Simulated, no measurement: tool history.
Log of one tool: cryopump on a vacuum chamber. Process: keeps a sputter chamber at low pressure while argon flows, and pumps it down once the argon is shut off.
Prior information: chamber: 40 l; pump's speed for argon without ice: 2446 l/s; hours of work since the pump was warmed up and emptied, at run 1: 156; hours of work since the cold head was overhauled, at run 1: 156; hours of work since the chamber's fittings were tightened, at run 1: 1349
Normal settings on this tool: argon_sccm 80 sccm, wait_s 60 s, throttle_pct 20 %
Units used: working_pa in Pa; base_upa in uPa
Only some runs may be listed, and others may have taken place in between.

run,day,argon_sccm,wait_s,throttle_pct,hours of work since the pump was warmed up and emptied,hours of work since the cold head was overhauled,hours of work since the chamber's fittings were tightened,working_pa,base_upa
1,0,80,60,20,156,156,1349,0.2848,0.85
2,1.067,80,60,20,178,178,1371,0.2838,0.85
3,1.996,80,125,20,197,197,1390,0.2839,0.62
4,2.883,80,125,20,215,215,1408,0.2852,0.61
5,3.75,80,125,20,232,232,1425,0.2839,0.65
6,4.879,80,96,20,255,255,1448,0.2865,0.69
7,6.129,80,60,20,280,280,1473,0.2907,0.86
8,7.283,80,60,20,303,303,1496,0.2916,0.88
9,7.988,146,60,20,318,318,1511,0.5317,0.92
10,8.8,146,60,20,334,334,1527,0.5349,0.92
# day 10.021: pump warmed up, emptied and cooled again
11,10.108,146,60,20,2,356,1549,0.5039,0.83
12,10.908,146,60,20,18,372,1565,0.5075,0.85
13,11.912,146,60,20,38,393,1586,0.506,0.83
14,12.979,146,60,20,60,414,1607,0.5115,0.83
15,14.208,146,60,20,85,439,1632,0.5112,0.89
16,15.279,113,60,20,106,461,1654,0.3948,0.92
17,16.112,80,60,26,123,477,1670,0.218,0.89
18,16.933,80,60,26,140,494,1687,0.2189,0.96
19,17.562,43,60,20,152,507,1700,0.1513,0.86
20,18.675,43,20,16,175,529,1722,0.1892,1.86
21,19.996,54,27,20,201,556,1749,0.1916,1.52
22,20.762,54,27,20,217,571,1764,0.1929,1.5
23,22.004,54,27,20,242,596,1789,0.1945,1.59
24,22.825,94,20,20,259,613,1806,0.3387,1.91
25,23.629,44,124,20,275,629,1822,0.1598,0.68
26,24.767,80,58,35,298,652,1845,0.1709,0.97
27,25.929,97,27,21,321,676,1869,0.3369,1.57
28,27.212,142,118,45,347,702,1894,0.2468,0.79
# day 27.708: pump warmed up, emptied and cooled again
29,28.233,145,91,20,11,718,1911,0.5031,0.7

Run 30 has not been measured yet. What should we expect?
30,29.071,95,60,20,27,735,1928,?,?

working_pa: 0.3285 Pa
base_upa: 0.92 uPa
With no hidden state in the tool, this same run would have given working_pa 0.3268 Pa, base_upa 0.62 uPa.
